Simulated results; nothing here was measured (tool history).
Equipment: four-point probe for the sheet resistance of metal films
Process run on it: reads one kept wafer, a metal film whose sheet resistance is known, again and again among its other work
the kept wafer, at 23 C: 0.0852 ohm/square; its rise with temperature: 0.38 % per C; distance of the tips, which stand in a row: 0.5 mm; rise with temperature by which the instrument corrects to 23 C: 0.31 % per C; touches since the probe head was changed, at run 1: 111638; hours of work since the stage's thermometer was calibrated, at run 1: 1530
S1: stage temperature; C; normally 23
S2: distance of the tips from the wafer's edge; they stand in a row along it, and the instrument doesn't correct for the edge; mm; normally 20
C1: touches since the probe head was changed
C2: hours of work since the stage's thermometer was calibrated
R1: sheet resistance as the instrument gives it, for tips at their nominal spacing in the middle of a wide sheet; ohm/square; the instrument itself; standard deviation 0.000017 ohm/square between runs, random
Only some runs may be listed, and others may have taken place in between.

run 1 hour=0.0 | S1=23 S2=20 | C1=111638 C2=1530 | R1=0.085226
-- hour=18.1 stage's thermometer calibrated
run 2 hour=42.7 | S1=23 S2=20 | C1=114184 C2=19 | R1=0.085205
run 3 hour=108.4 | S1=30 S2=20 | C1=118147 C2=70 | R1=0.085635
run 4 hour=164.1 | S1=23 S2=20 | C1=121504 C2=113 | R1=0.085226
-- hour=226.9 new probe head fitted
run 5 hour=228.0 | S1=23 S2=30 | C1=70 C2=162 | R1=0.085244
run 6 hour=272.1 | S1=23 S2=20 | C1=2727 C2=196 | R1=0.085239
run 7 hour=338.4 | S1=23 S2=20 | C1=6729 C2=247 | R1=0.085237
run 8 hour=413.1 | S1=23 S2=20 | C1=11232 C2=305 | R1=0.085195
run 9 hour=478.1 | S1=23 S2=20 | C1=15151 C2=355 | R1=0.085227
run 10 hour=567.6 | S1=23 S2=20 | C1=20551 C2=425 | R1=0.085235
run 11 hour=630.0 | S1=23 S2=20 | C1=24318 C2=473 | R1=0.085223
run 12 hour=714.2 | S1=23 S2=20 | C1=29396 C2=538 | R1=0.085242
run 13 hour=767.5 | S1=23 S2=20 | C1=32611 C2=579 | R1=0.085276
run 14 hour=860.7 | S1=25 S2=20 | C1=38234 C2=652 | R1=0.085373
run 15 hour=910.3 | S1=25 S2=20 | C1=41225 C2=690 | R1=0.085363
run 16 hour=953.2 | S1=27 S2=4 | C1=43814 C2=723 | R1=0.086162
run 17 hour=1044.1 | S1=32 S2=16 | C1=49293 C2=793 | R1=0.085796
run 18 hour=1105.0 | S1=32 S2=26 | C1=52966 C2=841 | R1=0.085768
run 19 hour=1168.5 | S1=32 S2=26 | C1=56798 C2=890 | R1=0.085758
run 20 hour=1228.4 | S1=32 S2=12 | C1=60411 C2=936 | R1=0.085835
run 21 hour=1291.0 | S1=21 S2=8 | C1=64186 C2=985 | R1=0.085240
run 22 hour=1386.1 | S1=32 S2=20 | C1=69921 C2=1058 | R1=0.085787
run 23 hour=1461.9 | S1=26 S2=20 | C1=74494 C2=1117 | R1=0.085408
run 24 hour=1557.9 | S1=22 S2=6 | C1=80287 C2=1191 | R1=0.085442
run 25 hour=1625.7 | S1=22 S2=6 | C1=84376 C2=1244 | R1=0.085441
run 26 hour=1682.6 | S1=23 S2=24 | C1=87806 C2=1288 | R1=0.085229
run 27 hour=1731.1 | S1=19 S2=7 | C1=90733 C2=1325 | R1=0.085172

How the hidden state differs across the entries between the runs, from the last listed run before each to the first after it:
Run 1 -> run 2: stage's thermometer calibrated (hour 18.1)
  both runs share identical hidden conditions
Run 4 -> run 5: new probe head fitted (hour 226.9)
  inner tips' distance over the nominal, %: -0.009 -> 0.003; tips' flats over new ones', %: 1 -> 0

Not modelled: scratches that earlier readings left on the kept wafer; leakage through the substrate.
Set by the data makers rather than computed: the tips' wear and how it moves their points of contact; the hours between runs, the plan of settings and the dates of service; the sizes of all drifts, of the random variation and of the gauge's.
